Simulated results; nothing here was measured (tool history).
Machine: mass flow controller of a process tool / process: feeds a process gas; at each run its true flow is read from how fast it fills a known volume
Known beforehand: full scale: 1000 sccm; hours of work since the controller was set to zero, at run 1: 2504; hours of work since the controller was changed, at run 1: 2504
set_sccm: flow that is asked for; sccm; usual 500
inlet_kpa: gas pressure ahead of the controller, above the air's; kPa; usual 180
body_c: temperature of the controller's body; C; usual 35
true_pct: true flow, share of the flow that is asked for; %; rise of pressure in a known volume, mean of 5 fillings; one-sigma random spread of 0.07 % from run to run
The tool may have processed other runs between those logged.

| run | day | set_sccm | inlet_kpa | body_c | hours of work since the controller was set to zero | hours of work since the controller was changed | true_pct |
|---|---|---|---|---|---|---|---|
| 1 | 0.000 | 500 | 180 | 35 | 2504 | 2504 | 98.98 |
| 2 | 3.525 | 500 | 180 | 35 | 2564 | 2564 | 99.07 |
| 3 | 8.846 | 500 | 180 | 35 | 2655 | 2655 | 99.25 |
| 4 | 13.733 | 127 | 180 | 35 | 2739 | 2739 | 98.10 |
| 5 | 18.562 | 127 | 180 | 35 | 2822 | 2822 | 98.14 |
| 6 | 23.642 | 127 | 180 | 35 | 2908 | 2908 | 98.19 |
| 7 | 29.133 | 500 | 180 | 35 | 3002 | 3002 | 99.43 |
| 8 | 36.229 | 500 | 180 | 35 | 3124 | 3124 | 99.43 |
| 9 | 42.188 | 500 | 180 | 35 | 3226 | 3226 | 99.71 |
| 10 | 46.692 | 500 | 180 | 35 | 3303 | 3303 | 99.72 |
| 11 | 51.158 | 500 | 180 | 35 | 3379 | 3379 | 99.65 |
| 12 | 55.104 | 500 | 180 | 35 | 3446 | 3446 | 99.69 |
| 13 | 61.738 | 500 | 180 | 35 | 3560 | 3560 | 99.85 |
| 14 | 64.988 | 500 | 180 | 35 | 3615 | 3615 | 99.75 |
| 15 | 69.542 | 500 | 176 | 35 | 3693 | 3693 | 99.95 |
| 16 | 72.908 | 500 | 176 | 35 | 3751 | 3751 | 99.83 |
| 17 | 76.471 | 500 | 176 | 35 | 3812 | 3812 | 99.99 |
| 18 | 82.812 | 500 | 176 | 35 | 3920 | 3920 | 100.01 |
| 19 | 87.642 | 742 | 165 | 25 | 4003 | 4003 | 100.45 |
| 20 | 95.338 | 742 | 165 | 25 | 4134 | 4134 | 100.52 |
| 21 | 99.888 | 742 | 194 | 25 | 4212 | 4212 | 100.38 |
| 22 | 106.704 | 742 | 194 | 25 | 4329 | 4329 | 100.56 |
| 23 | 110.029 | 742 | 194 | 25 | 4386 | 4386 | 100.69 |
| 24 | 115.017 | 742 | 194 | 25 | 4471 | 4471 | 100.76 |
| 25 | 118.212 | 742 | 161 | 28 | 4525 | 4525 | 100.95 |
| 26 | 124.150 | 317 | 180 | 35 | 4627 | 4627 | 100.14 |
| 27 | 129.875 | 655 | 219 | 27 | 4725 | 4725 | 100.62 |

Forecast each of these 3 alternatives for the next run:
| A | 136.483 | 264 | 241 | 38 | 4838 | 4838 | ? |
| B | 136.483 | 500 | 236 | 26 | 4838 | 4838 | ? |
| C | 136.483 | 108 | 180 | 36 | 4838 | 4838 | ? |

| run | true_pct |
|---|---|
| A | 100.11 |
| B | 100.17 |
| C | 99.74 |
With the hidden condition removed and each run's random variation left untouched, the same runs would have given:
| run | true_pct |
|---|---|
| A | 98.41 |
| B | 98.47 |
| C | 98.02 |
